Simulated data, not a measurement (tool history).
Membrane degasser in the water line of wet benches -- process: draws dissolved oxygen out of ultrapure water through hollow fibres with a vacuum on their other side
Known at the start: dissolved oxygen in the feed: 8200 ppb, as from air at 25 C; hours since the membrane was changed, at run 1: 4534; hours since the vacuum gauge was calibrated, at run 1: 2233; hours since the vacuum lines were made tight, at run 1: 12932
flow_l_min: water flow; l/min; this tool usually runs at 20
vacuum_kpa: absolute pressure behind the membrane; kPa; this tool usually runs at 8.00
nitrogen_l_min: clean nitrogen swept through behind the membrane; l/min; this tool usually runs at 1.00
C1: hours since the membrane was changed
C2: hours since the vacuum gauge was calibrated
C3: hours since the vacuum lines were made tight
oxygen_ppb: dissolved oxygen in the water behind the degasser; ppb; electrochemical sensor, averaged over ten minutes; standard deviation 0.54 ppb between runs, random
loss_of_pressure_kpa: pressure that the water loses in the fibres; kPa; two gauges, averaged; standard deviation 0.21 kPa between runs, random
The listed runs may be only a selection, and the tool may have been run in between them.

Run 1, hour 0.0: usual settings; C1 4534; C2 2233; C3 12932. Result: oxygen_ppb 213.5 ppb, loss_of_pressure_kpa 47.77 kPa.
Run 2, hour 111.9: usual settings but flow_l_min 25 l/min; C1 4646; C2 2345; C3 13044. Result: oxygen_ppb 258.3 ppb, loss_of_pressure_kpa 59.62 kPa.
Run 3, hour 294.8: usual settings but flow_l_min 25 l/min; C1 4829; C2 2528; C3 13227. Result: oxygen_ppb 258.8 ppb, loss_of_pressure_kpa 59.62 kPa.
Run 4, hour 479.0: usual settings but flow_l_min 25 l/min; C1 5013; C2 2712; C3 13411. Result: oxygen_ppb 259.3 ppb, loss_of_pressure_kpa 59.32 kPa.
Run 5, hour 621.1: usual settings but flow_l_min 25 l/min; C1 5155; C2 2854; C3 13553. Result: oxygen_ppb 259.3 ppb, loss_of_pressure_kpa 59.12 kPa.
Run 6, hour 833.4: usual settings but flow_l_min 25 l/min, nitrogen_l_min 1.52 l/min; C1 5367; C2 3066; C3 13765. Result: oxygen_ppb 181.2 ppb, loss_of_pressure_kpa 59.33 kPa.
Run 7, hour 979.5: usual settings; C1 5513; C2 3212; C3 13911. Result: oxygen_ppb 212.2 ppb, loss_of_pressure_kpa 47.29 kPa.
Run 8, hour 1149.0: usual settings; C1 5683; C2 3382; C3 14081. Result: oxygen_ppb 212.6 ppb, loss_of_pressure_kpa 47.76 kPa.
Run 9, hour 1302.5: usual settings; C1 5836; C2 3535; C3 14234. Result: oxygen_ppb 212.9 ppb, loss_of_pressure_kpa 47.44 kPa.
Run 10, hour 1411.8: usual settings; C1 5946; C2 3645; C3 14344. Result: oxygen_ppb 214.3 ppb, loss_of_pressure_kpa 47.46 kPa.
Run 11, hour 1506.6: usual settings; C1 6040; C2 3739; C3 14439. Result: oxygen_ppb 212.3 ppb, loss_of_pressure_kpa 47.59 kPa.
Run 12, hour 1706.2: usual settings but flow_l_min 30 l/min; C1 6240; C2 3939; C3 14638. Result: oxygen_ppb 303.8 ppb, loss_of_pressure_kpa 71.42 kPa.
Run 13, hour 1919.1: usual settings but flow_l_min 30 l/min; C1 6453; C2 4152; C3 14851. Result: oxygen_ppb 304.6 ppb, loss_of_pressure_kpa 71.18 kPa.
Run 14, hour 2139.6: usual settings but flow_l_min 30 l/min; C1 6673; C2 4372; C3 15072. Result: oxygen_ppb 305.9 ppb, loss_of_pressure_kpa 71.77 kPa.
Run 15, hour 2360.8: usual settings; C1 6895; C2 4594; C3 15293. Result: oxygen_ppb 212.9 ppb, loss_of_pressure_kpa 47.71 kPa.
Run 16, hour 2551.6: usual settings; C1 7085; C2 4784; C3 15484. Result: oxygen_ppb 212.7 ppb, loss_of_pressure_kpa 47.57 kPa.
Run 17, hour 2724.8: usual settings but vacuum_kpa 12.05 kPa, nitrogen_l_min 0.40 l/min; C1 7259; C2 4958; C3 15657. Result: oxygen_ppb 790.6 ppb, loss_of_pressure_kpa 47.19 kPa.
Run 18, hour 2943.0: usual settings but vacuum_kpa 12.05 kPa, nitrogen_l_min 0.40 l/min; C1 7477; C2 5176; C3 15875. Result: oxygen_ppb 791.2 ppb, loss_of_pressure_kpa 47.81 kPa.
Run 19, hour 3056.7: usual settings but flow_l_min 21 l/min; C1 7591; C2 5290; C3 15989. Result: oxygen_ppb 223.8 ppb, loss_of_pressure_kpa 50.30 kPa.
Run 20, hour 3192.5: usual settings but flow_l_min 14 l/min, vacuum_kpa 17.00 kPa; C1 7726; C2 5425; C3 16124. Result: oxygen_ppb 430.8 ppb, loss_of_pressure_kpa 33.32 kPa.
At hour 3320.1: seals of the vacuum lines changed.
Run 21, hour 3412.5: usual settings but flow_l_min 14 l/min, vacuum_kpa 17.00 kPa; C1 7944; C2 5643; C3 92. Result: oxygen_ppb 429.7 ppb, loss_of_pressure_kpa 33.46 kPa.
Run 22, hour 3562.9: usual settings but flow_l_min 14 l/min, vacuum_kpa 17.00 kPa; C1 8095; C2 5794; C3 243. Result: oxygen_ppb 430.6 ppb, loss_of_pressure_kpa 33.38 kPa.
Run 23, hour 3740.1: usual settings but flow_l_min 22 l/min, vacuum_kpa 8.23 kPa, nitrogen_l_min 0.60 l/min; C1 8272; C2 5971; C3 420. Result: oxygen_ppb 369.7 ppb, loss_of_pressure_kpa 52.64 kPa.

Run 24 has not been measured yet. What should we expect?
Run 24, hour 3833.2: usual settings but flow_l_min 22 l/min, vacuum_kpa 8.23 kPa, nitrogen_l_min 0.57 l/min; C1 8365; C2 6064; C3 513. Result: oxygen_ppb ?, loss_of_pressure_kpa ?.

Run 24 gave oxygen_ppb 386.5 ppb, loss_of_pressure_kpa 52.30 kPa.
The same run, on a tool lacking any hidden state, would have yielded oxygen_ppb 381.8 ppb, loss_of_pressure_kpa 52.29 kPa.
